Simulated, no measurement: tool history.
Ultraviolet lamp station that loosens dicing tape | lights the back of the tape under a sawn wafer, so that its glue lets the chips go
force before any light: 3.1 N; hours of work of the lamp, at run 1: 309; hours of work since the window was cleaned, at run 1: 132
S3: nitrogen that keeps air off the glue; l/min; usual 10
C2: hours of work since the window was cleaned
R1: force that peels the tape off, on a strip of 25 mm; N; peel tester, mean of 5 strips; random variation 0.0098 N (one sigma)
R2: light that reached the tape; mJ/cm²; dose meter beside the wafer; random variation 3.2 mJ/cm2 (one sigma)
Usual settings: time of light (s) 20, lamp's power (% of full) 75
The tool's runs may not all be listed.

Run 1, day 0: usual settings; hours of work of the lamp 309; C2 132. Result: R1 0.494 N, R2 454 mJ/cm².
Run 2, day 0.562: usual settings; hours of work of the lamp 317; C2 139. Result: R1 0.494 N, R2 450 mJ/cm².
Run 3, day 1.083: usual settings; hours of work of the lamp 324; C2 147. Result: R1 0.501 N, R2 449 mJ/cm².
Run 4, day 1.396: usual settings but time of light (s) 12; hours of work of the lamp 328; C2 151. Result: R1 0.967 N, R2 264 mJ/cm².
Run 5, day 1.929: usual settings; hours of work of the lamp 336; C2 158. Result: R1 0.503 N, R2 445 mJ/cm².
Run 6, day 2.258: usual settings; hours of work of the lamp 340; C2 163. Result: R1 0.515 N, R2 444 mJ/cm².
Run 7, day 2.542: usual settings; hours of work of the lamp 344; C2 167. Result: R1 0.515 N, R2 444 mJ/cm².
Run 8, day 2.833: usual settings but S3 5 l/min; hours of work of the lamp 348; C2 171. Result: R1 0.671 N, R2 442 mJ/cm².
Run 9, day 3.362: usual settings but S3 5 l/min; hours of work of the lamp 356; C2 178. Result: R1 0.676 N, R2 441 mJ/cm².
Run 10, day 3.729: usual settings but S3 5 l/min; hours of work of the lamp 361; C2 183. Result: R1 0.679 N, R2 436 mJ/cm².
Run 11, day 4.071: usual settings but S3 5 l/min; hours of work of the lamp 365; C2 188. Result: R1 0.681 N, R2 433 mJ/cm².
Run 12, day 4.733: usual settings but lamp's power (% of full) 64, S3 5 l/min; hours of work of the lamp 375; C2 197. Result: R1 0.875 N, R2 373 mJ/cm².
Run 13, day 5.238: usual settings but lamp's power (% of full) 64, S3 5 l/min; hours of work of the lamp 382; C2 204. Result: R1 0.864 N, R2 368 mJ/cm².
Run 14, day 5.7: usual settings but time of light (s) 38; hours of work of the lamp 388; C2 211. Result: R1 0.203 N, R2 813 mJ/cm².
Run 15, day 6.079: usual settings but time of light (s) 38, lamp's power (% of full) 82; hours of work of the lamp 393; C2 216. Result: R1 0.188 N, R2 886 mJ/cm².
Run 16, day 6.442: usual settings but time of light (s) 38, lamp's power (% of full) 82; hours of work of the lamp 398; C2 221. Result: R1 0.179 N, R2 885 mJ/cm².
Run 17, day 6.767: usual settings but time of light (s) 38, lamp's power (% of full) 82; hours of work of the lamp 403; C2 225. Result: R1 0.187 N, R2 882 mJ/cm².
Run 18, day 7.333: usual settings; hours of work of the lamp 411; C2 233. Result: R1 0.568 N, R2 423 mJ/cm².
Run 19, day 7.762: usual settings but S3 13 l/min; hours of work of the lamp 417; C2 239. Result: R1 0.484 N, R2 427 mJ/cm².
Run 20, day 8.125: usual settings but time of light (s) 10, S3 13 l/min; hours of work of the lamp 422; C2 244. Result: R1 1.159 N, R2 211 mJ/cm².
Run 21, day 8.771: usual settings but time of light (s) 10, S3 4 l/min; hours of work of the lamp 431; C2 253. Result: R1 1.537 N, R2 209 mJ/cm².
Run 22, day 9.354: usual settings but S3 12 l/min; hours of work of the lamp 439; C2 261. Result: R1 0.53 N, R2 415 mJ/cm².
Run 23, day 9.838: usual settings but lamp's power (% of full) 64; hours of work of the lamp 445; C2 268. Result: R1 0.723 N, R2 353 mJ/cm².
Run 24, day 10.517: usual settings but time of light (s) 15, lamp's power (% of full) 64, S3 8 l/min; hours of work of the lamp 455; C2 277. Result: R1 1.071 N, R2 262 mJ/cm².
Run 25, day 10.862: usual settings but time of light (s) 32, lamp's power (% of full) 95, S3 7 l/min; hours of work of the lamp 460; C2 282. Result: R1 0.212 N, R2 830 mJ/cm².
Run 26, day 11.462: usual settings but time of light (s) 18; hours of work of the lamp 468; C2 290. Result: R1 0.694 N, R2 368 mJ/cm².
Run 27, day 11.758: usual settings but lamp's power (% of full) 72; hours of work of the lamp 472; C2 295. Result: R1 0.618 N, R2 393 mJ/cm².
At day 11.971: window cleaned of glue's vapour.
Run 28, day 12.429: usual settings but time of light (s) 28, lamp's power (% of full) 64, S3 8 l/min; hours of work of the lamp 481; C2 6. Result: R1 0.4 N, R2 544 mJ/cm².
Run 29, day 12.717: usual settings but time of light (s) 12, lamp's power (% of full) 92, S3 8 l/min; hours of work of the lamp 485; C2 10. Result: R1 0.802 N, R2 334 mJ/cm².
Run 30, day 13.15: usual settings but time of light (s) 12, lamp's power (% of full) 92, S3 8 l/min; hours of work of the lamp 491; C2 16. Result: R1 0.799 N, R2 336 mJ/cm².
Run 31, day 13.496: usual settings but time of light (s) 12, lamp's power (% of full) 67, S3 16 l/min; hours of work of the lamp 496; C2 21. Result: R1 1.022 N, R2 245 mJ/cm².
Run 32, day 13.988: usual settings but time of light (s) 12, lamp's power (% of full) 67, S3 16 l/min; hours of work of the lamp 503; C2 28. Result: R1 1.013 N, R2 243 mJ/cm².
Run 33, day 14.475: usual settings but time of light (s) 12, lamp's power (% of full) 67, S3 16 l/min; hours of work of the lamp 509; C2 35. Result: R1 1.003 N, R2 245 mJ/cm².
Run 34, day 14.788: usual settings but time of light (s) 12, lamp's power (% of full) 67, S3 16 l/min; hours of work of the lamp 514; C2 39. Result: R1 0.99 N, R2 240 mJ/cm².
Run 35, day 15.071: usual settings but time of light (s) 12, lamp's power (% of full) 67, S3 16 l/min; hours of work of the lamp 518; C2 43. Result: R1 1.014 N, R2 239 mJ/cm².
Run 36, day 15.429: usual settings but time of light (s) 12, lamp's power (% of full) 67; hours of work of the lamp 523; C2 48. Result: R1 1.103 N, R2 239 mJ/cm².
Run 37, day 15.862: usual settings but lamp's power (% of full) 98; hours of work of the lamp 529; C2 54. Result: R1 0.336 N, R2 587 mJ/cm².
Run 38, day 16.392: usual settings but time of light (s) 11, lamp's power (% of full) 79, S3 7 l/min; hours of work of the lamp 536; C2 61. Result: R1 1.114 N, R2 261 mJ/cm².
Run 39, day 16.958: usual settings but time of light (s) 18, lamp's power (% of full) 62; hours of work of the lamp 544; C2 69. Result: R1 0.806 N, R2 328 mJ/cm².
Run 40, day 17.442: usual settings but time of light (s) 10, lamp's power (% of full) 64; hours of work of the lamp 551; C2 76. Result: R1 1.342 N, R2 187 mJ/cm².

Hidden state or all else? Some run-to-run changes of R1, split into what the settings, what came in and random variation would give without the hidden state, and what is left for the hidden state (with any gauge scatter that isn't in both results):
The hidden state here: lamp's light, % of a new lamp's; light that the window lets through, % of a clean one's; drift of the gauge itself on peel_n, %; drift of the gauge itself on dose_mj_cm2, %.
Run 13 -> 14: time of light (s) 20 -> 38, lamp's power (% of full) 64 -> 75, S3 5 -> 10. R1 -0.661 N: hidden state -0.123, all else -0.538.
Run 21 -> 22: time of light (s) 10 -> 20, S3 4 -> 12. R1 -1.007 N: hidden state -0.063, all else -0.944.
Run 24 -> 25: time of light (s) 15 -> 32, lamp's power (% of full) 64 -> 95, S3 8 -> 7. R1 -0.859 N: hidden state -0.165, all else -0.694.
Run 25 -> 26: time of light (s) 32 -> 18, lamp's power (% of full) 95 -> 75, S3 7 -> 10. R1 +0.482 N: hidden state +0.134, all else +0.348.
Run 37 -> 38: time of light (s) 20 -> 11, lamp's power (% of full) 98 -> 79, S3 10 -> 7. R1 +0.778 N: hidden state +0.078, all else +0.7.
